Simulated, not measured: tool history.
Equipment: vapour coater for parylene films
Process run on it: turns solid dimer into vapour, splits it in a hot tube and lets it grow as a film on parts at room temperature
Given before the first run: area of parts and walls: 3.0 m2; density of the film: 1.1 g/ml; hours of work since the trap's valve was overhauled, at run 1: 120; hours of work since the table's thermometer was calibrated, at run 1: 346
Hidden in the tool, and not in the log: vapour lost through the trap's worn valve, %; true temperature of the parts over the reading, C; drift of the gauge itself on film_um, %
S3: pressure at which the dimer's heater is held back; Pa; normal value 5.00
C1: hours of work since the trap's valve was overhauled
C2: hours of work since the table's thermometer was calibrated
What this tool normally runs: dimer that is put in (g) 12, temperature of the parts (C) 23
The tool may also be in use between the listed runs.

run 1 hour=0.0 | dimer_that_is_put_in_(g)=12 temperature_of_the_parts_(C)=23 S3=5.00 | C1=120 C2=346 | thickness_of_the_film_(nm)=2380
run 2 hour=53.8 | dimer_that_is_put_in_(g)=12 temperature_of_the_parts_(C)=23 S3=5.00 | C1=159 C2=385 | thickness_of_the_film_(nm)=2390
run 3 hour=86.1 | dimer_that_is_put_in_(g)=12 temperature_of_the_parts_(C)=23 S3=5.00 | C1=182 C2=408 | thickness_of_the_film_(nm)=2350
run 4 hour=135.6 | dimer_that_is_put_in_(g)=12 temperature_of_the_parts_(C)=23 S3=5.00 | C1=218 C2=444 | thickness_of_the_film_(nm)=2290
run 5 hour=183.7 | dimer_that_is_put_in_(g)=12 temperature_of_the_parts_(C)=23 S3=5.00 | C1=253 C2=479 | thickness_of_the_film_(nm)=2280
run 6 hour=209.9 | dimer_that_is_put_in_(g)=12 temperature_of_the_parts_(C)=23 S3=5.00 | C1=271 C2=498 | thickness_of_the_film_(nm)=2290
run 7 hour=237.0 | dimer_that_is_put_in_(g)=12 temperature_of_the_parts_(C)=23 S3=9.56 | C1=291 C2=517 | thickness_of_the_film_(nm)=2170
run 8 hour=282.4 | dimer_that_is_put_in_(g)=12 temperature_of_the_parts_(C)=23 S3=9.56 | C1=324 C2=550 | thickness_of_the_film_(nm)=2150
-- hour=298.7 trap's valve overhauled
run 9 hour=339.4 | dimer_that_is_put_in_(g)=12 temperature_of_the_parts_(C)=23 S3=5.00 | C1=29 C2=589 | thickness_of_the_film_(nm)=2150
run 10 hour=381.5 | dimer_that_is_put_in_(g)=12 temperature_of_the_parts_(C)=23 S3=5.00 | C1=60 C2=619 | thickness_of_the_film_(nm)=2130
run 11 hour=426.4 | dimer_that_is_put_in_(g)=16 temperature_of_the_parts_(C)=23 S3=5.00 | C1=92 C2=651 | thickness_of_the_film_(nm)=2810
run 12 hour=474.6 | dimer_that_is_put_in_(g)=16 temperature_of_the_parts_(C)=23 S3=5.00 | C1=127 C2=686 | thickness_of_the_film_(nm)=2730
run 13 hour=525.2 | dimer_that_is_put_in_(g)=18 temperature_of_the_parts_(C)=25 S3=5.00 | C1=164 C2=723 | thickness_of_the_film_(nm)=2770
run 14 hour=554.1 | dimer_that_is_put_in_(g)=18 temperature_of_the_parts_(C)=25 S3=8.46 | C1=185 C2=744 | thickness_of_the_film_(nm)=2670

Run 15 has not been measured yet. What should we expect?
run 15 hour=594.5 | dimer_that_is_put_in_(g)=18 temperature_of_the_parts_(C)=25 S3=8.46 | C1=214 C2=773 | thickness_of_the_film_(nm)=?

{"run 15": {"thickness of the film (nm)": 2610}}
Were there no unlogged condition in the tool, this run, its random variation unchanged, would have produced thickness of the film (nm) 3240.

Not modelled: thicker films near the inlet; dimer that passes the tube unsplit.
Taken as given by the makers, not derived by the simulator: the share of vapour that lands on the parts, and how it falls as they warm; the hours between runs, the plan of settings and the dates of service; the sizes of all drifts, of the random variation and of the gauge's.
